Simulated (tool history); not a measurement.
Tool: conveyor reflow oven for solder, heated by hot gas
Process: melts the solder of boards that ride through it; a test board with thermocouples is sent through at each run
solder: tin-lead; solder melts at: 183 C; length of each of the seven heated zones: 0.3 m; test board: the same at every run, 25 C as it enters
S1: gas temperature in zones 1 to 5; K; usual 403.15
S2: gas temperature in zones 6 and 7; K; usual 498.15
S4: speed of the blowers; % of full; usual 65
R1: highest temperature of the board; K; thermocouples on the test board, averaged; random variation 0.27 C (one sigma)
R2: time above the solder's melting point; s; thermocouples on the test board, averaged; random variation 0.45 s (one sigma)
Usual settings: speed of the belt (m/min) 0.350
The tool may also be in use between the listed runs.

run 1 hour=0.0 | S1=403.15 S2=498.15 speed_of_the_belt_(m/min)=0.350 S4=65 | R1=479.55 R2=60.0
run 2 hour=15.7 | S1=403.15 S2=511.15 speed_of_the_belt_(m/min)=0.350 S4=65 | R1=490.65 R2=73.2
run 3 hour=35.9 | S1=403.15 S2=511.15 speed_of_the_belt_(m/min)=0.350 S4=65 | R1=492.75 R2=76.9
run 4 hour=49.8 | S1=403.15 S2=511.15 speed_of_the_belt_(m/min)=0.350 S4=65 | R1=492.65 R2=76.0
run 5 hour=66.3 | S1=403.15 S2=511.15 speed_of_the_belt_(m/min)=0.350 S4=65 | R1=492.55 R2=76.3
run 6 hour=73.9 | S1=403.15 S2=498.15 speed_of_the_belt_(m/min)=0.350 S4=65 | R1=481.15 R2=63.3
run 7 hour=87.7 | S1=403.15 S2=498.15 speed_of_the_belt_(m/min)=0.350 S4=65 | R1=480.85 R2=63.2
run 8 hour=101.5 | S1=412.15 S2=498.15 speed_of_the_belt_(m/min)=0.350 S4=65 | R1=482.35 R2=70.3
run 9 hour=109.2 | S1=412.15 S2=498.15 speed_of_the_belt_(m/min)=0.350 S4=65 | R1=482.35 R2=69.0
run 10 hour=125.6 | S1=412.15 S2=498.15 speed_of_the_belt_(m/min)=0.350 S4=65 | R1=482.55 R2=69.2
run 11 hour=146.5 | S1=399.15 S2=498.15 speed_of_the_belt_(m/min)=0.350 S4=65 | R1=481.55 R2=62.4
run 12 hour=158.1 | S1=399.15 S2=498.15 speed_of_the_belt_(m/min)=0.350 S4=65 | R1=481.75 R2=62.0
run 13 hour=164.9 | S1=403.15 S2=490.15 speed_of_the_belt_(m/min)=0.350 S4=65 | R1=475.25 R2=54.7
run 14 hour=174.6 | S1=403.15 S2=498.15 speed_of_the_belt_(m/min)=0.350 S4=65 | R1=481.85 R2=64.0
run 15 hour=194.6 | S1=403.15 S2=498.15 speed_of_the_belt_(m/min)=0.350 S4=65 | R1=481.45 R2=63.8
run 16 hour=209.3 | S1=403.15 S2=498.15 speed_of_the_belt_(m/min)=0.325 S4=65 | R1=483.75 R2=72.6
run 17 hour=217.5 | S1=416.15 S2=498.15 speed_of_the_belt_(m/min)=0.325 S4=75 | R1=486.85 R2=84.2
run 18 hour=231.0 | S1=416.15 S2=498.15 speed_of_the_belt_(m/min)=0.325 S4=52 | R1=483.35 R2=77.6
run 19 hour=241.2 | S1=416.15 S2=505.15 speed_of_the_belt_(m/min)=0.344 S4=52 | R1=488.05 R2=78.0
run 20 hour=248.8 | S1=408.15 S2=498.15 speed_of_the_belt_(m/min)=0.393 S4=65 | R1=478.95 R2=53.5
run 21 hour=255.6 | S1=403.15 S2=494.15 speed_of_the_belt_(m/min)=0.350 S4=65 | R1=478.15 R2=57.8
run 22 hour=270.0 | S1=388.15 S2=498.15 speed_of_the_belt_(m/min)=0.350 S4=56 | R1=476.55 R2=49.6
run 23 hour=285.5 | S1=388.15 S2=498.15 speed_of_the_belt_(m/min)=0.350 S4=56 | R1=476.55 R2=49.3
run 24 hour=301.7 | S1=388.15 S2=498.15 speed_of_the_belt_(m/min)=0.350 S4=56 | R1=476.55 R2=49.1
run 25 hour=310.8 | S1=388.15 S2=498.15 speed_of_the_belt_(m/min)=0.350 S4=56 | R1=475.95 R2=49.0
run 26 hour=318.6 | S1=395.15 S2=505.15 speed_of_the_belt_(m/min)=0.285 S4=55 | R1=490.75 R2=87.8
run 27 hour=335.2 | S1=403.15 S2=496.15 speed_of_the_belt_(m/min)=0.325 S4=65 | R1=481.45 R2=69.1
run 28 hour=347.0 | S1=407.15 S2=510.15 speed_of_the_belt_(m/min)=0.400 S4=68 | R1=488.05 R2=62.6
run 29 hour=354.0 | S1=398.15 S2=495.15 speed_of_the_belt_(m/min)=0.400 S4=80 | R1=475.35 R2=45.0
run 30 hour=365.3 | S1=398.15 S2=491.15 speed_of_the_belt_(m/min)=0.411 S4=88 | R1=472.95 R2=39.6

Not shown: 4 entries that the log had between the listed runs. Between which runs, and how does the tool's hidden state differ before and after?
Between runs 2 and 3: flux residue cleaned out of gas plates and filters (hour 29.2)
  heat that the gas passes to the board, % of a clean oven's: 90.4 -> 99.8; belt's true speed, % of the reading: 99.63 -> 99.62; true gas temperature in zones 6 and 7 over the reading, C: -1.71 -> -1.73
  measured less the result without the state, R1: -3.80 -> -1.40 K; R2: -4.1 -> -1.0 s
Between runs 10 and 11: belt drive overhauled, speed set with a stopwatch (hour 130.5); thermocouples of zones 6 and 7 changed (hour 138.4)
  heat that the gas passes to the board, % of a clean oven's: 97.9 -> 97.6; belt's true speed, % of the reading: 99.53 -> 99.4; true gas temperature in zones 6 and 7 over the reading, C: -1.84 -> -0.2
  measured less the result without the state, R1: -1.90 -> -0.50 K; R2: -2.1 -> -0.4 s
Between runs 14 and 15: belt drive overhauled, speed set with a stopwatch, once more (hour 180.7)
  heat that the gas passes to the board, % of a clean oven's: 97 -> 96.7; belt's true speed, % of the reading: 99.37 -> 100.05; true gas temperature in zones 6 and 7 over the reading, C: -0.23 -> -0.25
  measured less the result without the state, R1: -0.70 -> -1.00 K; R2: -0.6 -> -1.6 s
